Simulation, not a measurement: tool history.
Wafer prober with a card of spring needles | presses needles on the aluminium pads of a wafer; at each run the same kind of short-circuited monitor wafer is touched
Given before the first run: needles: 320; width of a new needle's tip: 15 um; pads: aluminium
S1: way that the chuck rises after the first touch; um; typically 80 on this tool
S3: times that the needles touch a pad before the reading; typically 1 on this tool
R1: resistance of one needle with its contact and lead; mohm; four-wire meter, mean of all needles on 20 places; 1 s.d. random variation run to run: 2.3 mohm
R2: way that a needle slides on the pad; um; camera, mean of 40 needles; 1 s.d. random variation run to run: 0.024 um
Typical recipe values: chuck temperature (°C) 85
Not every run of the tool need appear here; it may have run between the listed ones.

{"run": 1, "hour": 0.0, "S1": 80, "chuck temperature (°C)": 85, "S3": 1, "R1": 263, "R2": 14.25}
{"hour": 16.3, "done": "tips cleaned on abrasive film"}
{"run": 2, "hour": 22.7, "S1": 80, "chuck temperature (°C)": 85, "S3": 1, "R1": 261, "R2": 14.26}
{"hour": 37.2, "done": "tips cleaned on abrasive film"}
{"run": 3, "hour": 44.8, "S1": 80, "chuck temperature (°C)": 85, "S3": 1, "R1": 262, "R2": 14.24}
{"hour": 60.9, "done": "tips cleaned on abrasive film"}
{"hour": 85.2, "done": "tips cleaned on abrasive film"}
{"run": 4, "hour": 86.9, "S1": 80, "chuck temperature (°C)": 85, "S3": 2, "R1": 264, "R2": 14.23}
{"hour": 107.0, "done": "tips cleaned on abrasive film"}
{"hour": 129.2, "done": "tips cleaned on abrasive film"}
{"run": 5, "hour": 135.0, "S1": 80, "chuck temperature (°C)": 85, "S3": 1, "R1": 266, "R2": 14.17}
{"hour": 151.1, "done": "tips cleaned on abrasive film"}
{"run": 6, "hour": 154.8, "S1": 80, "chuck temperature (°C)": 85, "S3": 1, "R1": 268, "R2": 14.26}
{"hour": 174.8, "done": "tips cleaned on abrasive film"}
{"hour": 175.1, "done": "height of the first contact set anew"}
{"run": 7, "hour": 188.1, "S1": 80, "chuck temperature (°C)": 71, "S3": 1, "R1": 262, "R2": 14.22}
{"hour": 196.1, "done": "tips cleaned on abrasive film"}
{"hour": 218.8, "done": "tips cleaned on abrasive film"}
{"run": 8, "hour": 224.0, "S1": 80, "chuck temperature (°C)": 71, "S3": 2, "R1": 260, "R2": 14.22}
{"hour": 243.4, "done": "tips cleaned on abrasive film"}
{"run": 9, "hour": 262.8, "S1": 80, "chuck temperature (°C)": 71, "S3": 2, "R1": 260, "R2": 14.26}
{"hour": 266.4, "done": "tips cleaned on abrasive film"}
{"hour": 288.1, "done": "tips cleaned on abrasive film"}
{"run": 10, "hour": 291.4, "S1": 80, "chuck temperature (°C)": 71, "S3": 2, "R1": 257, "R2": 14.24}
{"hour": 311.7, "done": "tips cleaned on abrasive film"}
{"run": 11, "hour": 316.9, "S1": 80, "chuck temperature (°C)": 71, "S3": 2, "R1": 259, "R2": 14.29}
{"hour": 334.2, "done": "tips cleaned on abrasive film"}
{"run": 12, "hour": 354.1, "S1": 80, "chuck temperature (°C)": 71, "S3": 2, "R1": 262, "R2": 14.26}
{"hour": 358.1, "done": "tips cleaned on abrasive film"}
{"hour": 381.1, "done": "tips cleaned on abrasive film"}
{"run": 13, "hour": 396.4, "S1": 80, "chuck temperature (°C)": 71, "S3": 2, "R1": 264, "R2": 14.23}
{"hour": 403.7, "done": "tips cleaned on abrasive film"}
{"hour": 426.0, "done": "tips cleaned on abrasive film"}
{"run": 14, "hour": 440.0, "S1": 80, "chuck temperature (°C)": 71, "S3": 2, "R1": 258, "R2": 14.19}
{"hour": 447.6, "done": "tips cleaned on abrasive film"}
{"hour": 470.3, "done": "tips cleaned on abrasive film"}
{"run": 15, "hour": 486.5, "S1": 80, "chuck temperature (°C)": 71, "S3": 2, "R1": 261, "R2": 14.23}
{"hour": 492.6, "done": "tips cleaned on abrasive film"}
{"hour": 513.6, "done": "tips cleaned on abrasive film"}
{"run": 16, "hour": 513.9, "S1": 75, "chuck temperature (°C)": 79, "S3": 1, "R1": 263, "R2": 13.36}
{"hour": 524.1, "done": "height of the first contact set anew"}
{"run": 17, "hour": 534.3, "S1": 75, "chuck temperature (°C)": 79, "S3": 2, "R1": 262, "R2": 13.39}
{"hour": 537.6, "done": "tips cleaned on abrasive film"}
{"hour": 558.8, "done": "tips cleaned on abrasive film"}
{"run": 18, "hour": 565.2, "S1": 75, "chuck temperature (°C)": 79, "S3": 2, "R1": 262, "R2": 13.37}
{"hour": 582.8, "done": "tips cleaned on abrasive film"}
{"run": 19, "hour": 602.7, "S1": 75, "chuck temperature (°C)": 79, "S3": 2, "R1": 263, "R2": 13.38}
{"hour": 605.5, "done": "tips cleaned on abrasive film"}
{"hour": 628.2, "done": "tips cleaned on abrasive film"}
{"run": 20, "hour": 636.5, "S1": 75, "chuck temperature (°C)": 79, "S3": 2, "R1": 268, "R2": 13.35}
{"hour": 651.4, "done": "tips cleaned on abrasive film"}
{"hour": 675.9, "done": "tips cleaned on abrasive film"}
{"run": 21, "hour": 676.1, "S1": 80, "chuck temperature (°C)": 99, "S3": 2, "R1": 270, "R2": 14.2}
{"hour": 696.9, "done": "tips cleaned on abrasive film"}
{"hour": 717.7, "done": "tips cleaned on abrasive film"}
{"run": 22, "hour": 721.0, "S1": 65, "chuck temperature (°C)": 77, "S3": 2, "R1": 265, "R2": 11.54}
{"hour": 742.5, "done": "tips cleaned on abrasive film"}
{"run": 23, "hour": 762.4, "S1": 91, "chuck temperature (°C)": 62, "S3": 2, "R1": 259, "R2": 16.2}
{"hour": 765.4, "done": "tips cleaned on abrasive film"}
{"hour": 787.7, "done": "tips cleaned on abrasive film"}
{"run": 24, "hour": 798.3, "S1": 60, "chuck temperature (°C)": 120, "S3": 2, "R1": 278, "R2": 10.64}
{"hour": 808.7, "done": "tips cleaned on abrasive film"}
{"run": 25, "hour": 819.5, "S1": 69, "chuck temperature (°C)": 122, "S3": 2, "R1": 282, "R2": 12.26}
{"hour": 830.7, "done": "tips cleaned on abrasive film"}
{"run": 26, "hour": 839.5, "S1": 79, "chuck temperature (°C)": 123, "S3": 2, "R1": 278, "R2": 14.04}
{"hour": 854.2, "done": "tips cleaned on abrasive film"}
{"hour": 870.4, "done": "height of the first contact set anew"}
{"hour": 878.3, "done": "tips cleaned on abrasive film"}
{"run": 27, "hour": 881.7, "S1": 79, "chuck temperature (°C)": 123, "S3": 2, "R1": 275, "R2": 14.08}
{"hour": 900.9, "done": "tips cleaned on abrasive film"}
{"run": 28, "hour": 908.5, "S1": 84, "chuck temperature (°C)": 85, "S3": 2, "R1": 261, "R2": 14.98}
{"hour": 921.9, "done": "tips cleaned on abrasive film"}
{"hour": 943.1, "done": "tips cleaned on abrasive film"}
{"run": 29, "hour": 950.6, "S1": 84, "chuck temperature (°C)": 85, "S3": 2, "R1": 261, "R2": 14.93}
{"hour": 966.0, "done": "tips cleaned on abrasive film"}
{"run": 30, "hour": 977.4, "S1": 84, "chuck temperature (°C)": 85, "S3": 2, "R1": 260, "R2": 14.9}

Each row is a separate what-if for the run after 30, all from the same tool condition, not one after another. Results?
{"hour": 989.3, "done": "tips cleaned on abrasive film"}
{"run": "A", "hour": 1009.6, "S1": 89, "chuck temperature (°C)": 114, "S3": 3, "R1": "?", "R2": "?"}
{"hour": 989.3, "done": "tips cleaned on abrasive film"}
{"run": "B", "hour": 1009.6, "S1": 80, "chuck temperature (°C)": 85, "S3": 3, "R1": "?", "R2": "?"}
{"hour": 989.3, "done": "tips cleaned on abrasive film"}
{"run": "C", "hour": 1009.6, "S1": 80, "chuck temperature (°C)": 62, "S3": 1, "R1": "?", "R2": "?"}

run=A R1=274 R2=15.88
run=B R1=270 R2=14.22
run=C R1=257 R2=14.26
With the hidden condition removed and each run's random variation left untouched, the same runs would have given:
run=A R1=274 R2=15.88
run=B R1=269 R2=14.22
run=C R1=256 R2=14.26
